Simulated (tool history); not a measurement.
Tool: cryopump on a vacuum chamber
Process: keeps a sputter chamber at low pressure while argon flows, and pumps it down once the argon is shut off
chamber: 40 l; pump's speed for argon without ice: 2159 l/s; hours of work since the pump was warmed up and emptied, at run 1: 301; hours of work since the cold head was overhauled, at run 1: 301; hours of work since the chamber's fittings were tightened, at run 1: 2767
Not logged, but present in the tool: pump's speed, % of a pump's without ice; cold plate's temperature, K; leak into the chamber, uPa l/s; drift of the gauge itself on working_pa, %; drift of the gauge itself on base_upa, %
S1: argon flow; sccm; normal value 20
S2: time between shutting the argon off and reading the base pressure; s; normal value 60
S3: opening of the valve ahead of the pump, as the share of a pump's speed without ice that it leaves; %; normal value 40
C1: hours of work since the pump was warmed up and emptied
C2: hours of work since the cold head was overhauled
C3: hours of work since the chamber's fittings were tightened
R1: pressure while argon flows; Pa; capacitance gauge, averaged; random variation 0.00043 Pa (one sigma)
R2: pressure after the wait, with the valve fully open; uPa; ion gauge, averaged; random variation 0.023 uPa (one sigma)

| run | hour | S1 | S2 | S3 | C1 | C2 | C3 | R1 | R2 |
|---|---|---|---|---|---|---|---|---|---|
| 1 | 0 | 20 | 60 | 40 | 301 | 301 | 2767 | 0.0401 | 2.06 |
| 2 | 50 | 20 | 60 | 40 | 346 | 346 | 2811 | 0.0404 | 2.14 |
| 3 | 96.8 | 20 | 60 | 40 | 387 | 387 | 2852 | 0.0408 | 2.2 |
| 4 | 133.4 | 20 | 60 | 40 | 419 | 419 | 2885 | 0.0403 | 2.24 |
| 5 | 177.8 | 20 | 60 | 40 | 459 | 459 | 2924 | 0.0401 | 2.24 |
| 6 | 220 | 20 | 60 | 40 | 496 | 496 | 2961 | 0.0415 | 2.36 |
| 7 | 253 | 9 | 60 | 40 | 525 | 525 | 2990 | 0.0186 | 2.33 |
| 8 | 295.9 | 20 | 60 | 40 | 563 | 563 | 3028 | 0.0412 | 2.37 |
| 9 | 342.8 | 20 | 60 | 20 | 604 | 604 | 3070 | 0.0803 | 2.37 |
| 10 | 384.4 | 20 | 60 | 20 | 641 | 641 | 3107 | 0.0811 | 2.33 |
| 11 | 411.6 | 20 | 106 | 32 | 665 | 665 | 3131 | 0.0512 | 2.17 |
| 12 | 445.1 | 18 | 211 | 40 | 695 | 695 | 3160 | 0.0382 | 1.97 |
| 13 | 472.7 | 18 | 198 | 45 | 719 | 719 | 3185 | 0.0337 | 2.03 |
|  | 486 | pump warmed up, emptied and cooled again |
| 14 | 527.2 | 18 | 67 | 27 | 36 | 763 | 3228 | 0.0522 | 2.19 |
| 15 | 551.8 | 9 | 60 | 40 | 58 | 785 | 3250 | 0.0181 | 2.29 |
| 16 | 576.2 | 9 | 29 | 40 | 80 | 806 | 3272 | 0.0184 | 3.04 |
| 17 | 611 | 9 | 161 | 19 | 110 | 837 | 3302 | 0.0368 | 1.87 |
| 18 | 639.3 | 9 | 161 | 19 | 136 | 862 | 3327 | 0.0372 | 1.94 |
| 19 | 681.6 | 14 | 125 | 36 | 173 | 899 | 3365 | 0.0307 | 2.06 |
| 20 | 712.3 | 14 | 125 | 36 | 200 | 927 | 3392 | 0.0316 | 2.06 |

Here are 5 independent what-if runs from the current tool condition. What would each one return?
| A | 752 | 20 | 60 | 16 | 235 | 962 | 3427 | ? | ? |
| B | 752 | 21 | 60 | 40 | 235 | 962 | 3427 | ? | ? |
| C | 752 | 12 | 233 | 28 | 235 | 962 | 3427 | ? | ? |
| D | 752 | 14 | 190 | 45 | 235 | 962 | 3427 | ? | ? |
| E | 752 | 29 | 60 | 35 | 235 | 962 | 3427 | ? | ? |

| run | R1 | R2 |
|---|---|---|
| A | 0.0994 | 2.49 |
| B | 0.0424 | 2.41 |
| C | 0.0345 | 1.92 |
| D | 0.025 | 2 |
| E | 0.0664 | 2.42 |
Without the tool's hidden state the same runs would have given:
| run | R1 | R2 |
|---|---|---|
| A | 0.0983 | 0.85 |
| B | 0.0413 | 0.8 |
| C | 0.0339 | 0.32 |
| D | 0.0243 | 0.38 |
| E | 0.0649 | 0.81 |
